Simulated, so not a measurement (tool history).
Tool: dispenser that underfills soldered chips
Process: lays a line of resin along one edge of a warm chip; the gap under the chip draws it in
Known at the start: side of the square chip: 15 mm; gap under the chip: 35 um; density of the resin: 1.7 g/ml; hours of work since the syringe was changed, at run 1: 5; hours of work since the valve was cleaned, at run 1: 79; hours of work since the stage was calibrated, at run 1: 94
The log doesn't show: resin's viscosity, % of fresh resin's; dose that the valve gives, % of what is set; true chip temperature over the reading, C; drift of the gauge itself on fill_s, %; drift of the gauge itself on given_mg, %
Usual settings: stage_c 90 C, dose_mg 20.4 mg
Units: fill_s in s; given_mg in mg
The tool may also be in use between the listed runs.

run,hour,stage_c,dose_mg,hours of work since the syringe was changed,hours of work since the valve was cleaned,hours of work since the stage was calibrated,fill_s,given_mg
1,0,90,20.4,5,79,94,556.4,18.91
# hour 2.2: new syringe of resin
2,5.5,103,20.4,2,82,97,284.7,19.12
# hour 12.5: new syringe of resin
3,13.1,103,20.4,0,87,102,241.2,18.98
# hour 22.3: new syringe of resin
4,22.6,90,20.4,0,94,109,359.3,18.8
5,29.9,90,17.9,5,99,114,566.1,16.45
# hour 32.7: new syringe of resin
6,34.4,90,20.4,1,101,117,393.2,18.78
# hour 43: dispensing valve cleaned and set on the balance
# hour 44.1: new syringe of resin
7,44.8,90,20.4,0,1,123,364.6,20.38
8,52.6,83,20.4,6,6,128,724.1,20.51
# hour 53.9: new syringe of resin
9,60.3,99,24.4,4,12,133,371.8,24.19
# hour 63.7: new syringe of resin
10,68.6,99,24.4,3,17,139,334.2,24.08
11,73.1,101,20.6,6,20,142,420.2,20.18
# hour 74.3: new syringe of resin
12,78.1,79,22.9,3,23,145,619.2,22.34
# hour 84.2: new syringe of resin
13,86.3,79,22.9,1,29,151,555,22.36
14,93.2,100,22.6,6,34,155,412.5,21.92
# hour 94.4: new syringe of resin
15,102.2,102,23.6,5,40,161,374.1,23.02

3 ways to go on from here, each from the tool as it stands after run 15. What would each give?
# hour 104.8: new syringe of resin
A,109.9,75,24.8,4,45,166,?,?
# hour 104.8: new syringe of resin
B,109.9,76,18.7,4,45,166,?,?
# hour 104.8: new syringe of resin
C,109.9,78,21.1,4,45,166,?,?

run,fill_s,given_mg
A,748.2,24.06
B,783.1,17.97
C,708.7,20.22
Without the tool's hidden state the same runs would have given:
run,fill_s,given_mg
A,555.6,24.9
B,578,18.61
C,525.1,20.94
